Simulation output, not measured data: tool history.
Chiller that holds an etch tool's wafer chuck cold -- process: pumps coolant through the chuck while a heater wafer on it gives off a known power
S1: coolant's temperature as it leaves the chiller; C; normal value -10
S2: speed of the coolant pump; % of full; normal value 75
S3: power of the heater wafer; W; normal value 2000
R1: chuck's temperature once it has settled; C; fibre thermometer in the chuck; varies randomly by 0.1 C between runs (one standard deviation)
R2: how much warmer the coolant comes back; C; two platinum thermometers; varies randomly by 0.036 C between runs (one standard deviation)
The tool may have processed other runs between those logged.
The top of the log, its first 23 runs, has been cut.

run 24 hour=909.7 | S1=-13 S2=75 S3=1995 | R1=10.7 R2=6.59
run 25 hour=941.8 | S1=-13 S2=75 S3=1995 | R1=10.6 R2=6.60
run 26 hour=978.3 | S1=-13 S2=63 S3=1995 | R1=14.1 R2=7.90
run 27 hour=1027.1 | S1=-7 S2=92 S3=2536 | R1=18.5 R2=6.83
run 28 hour=1058.3 | S1=-10 S2=79 S3=1092 | R1=2.4 R2=3.57
run 29 hour=1103.8 | S1=-10 S2=79 S3=1092 | R1=2.5 R2=3.58
run 30 hour=1139.3 | S1=-10 S2=70 S3=2182 | R1=17.1 R2=7.88
run 31 hour=1173.9 | S1=-15 S2=75 S3=2814 | R1=18.2 R2=9.42

5 options for the next run, each taken on its own from the tool as it stands now. Forecast them:
run A hour=1202.2 | S1=-15 S2=75 S3=1741 | R1=? R2=?
run B hour=1202.2 | S1=-11 S2=75 S3=2814 | R1=? R2=?
run C hour=1202.2 | S1=-13 S2=75 S3=2814 | R1=? R2=?
run D hour=1202.2 | S1=-18 S2=75 S3=2000 | R1=? R2=?
run E hour=1202.2 | S1=-15 S2=75 S3=1622 | R1=? R2=?

run=A R1=5.6 R2=5.92
run=B R1=22.2 R2=9.41
run=C R1=20.3 R2=9.51
run=D R1=5.6 R2=6.83
run=E R1=4.3 R2=5.61
What these runs would have given with no unlogged condition in the tool:
run=A R1=5.6 R2=5.71
run=B R1=22.2 R2=9.21
run=C R1=20.3 R2=9.30
run=D R1=5.6 R2=6.63
run=E R1=4.3 R2=5.40
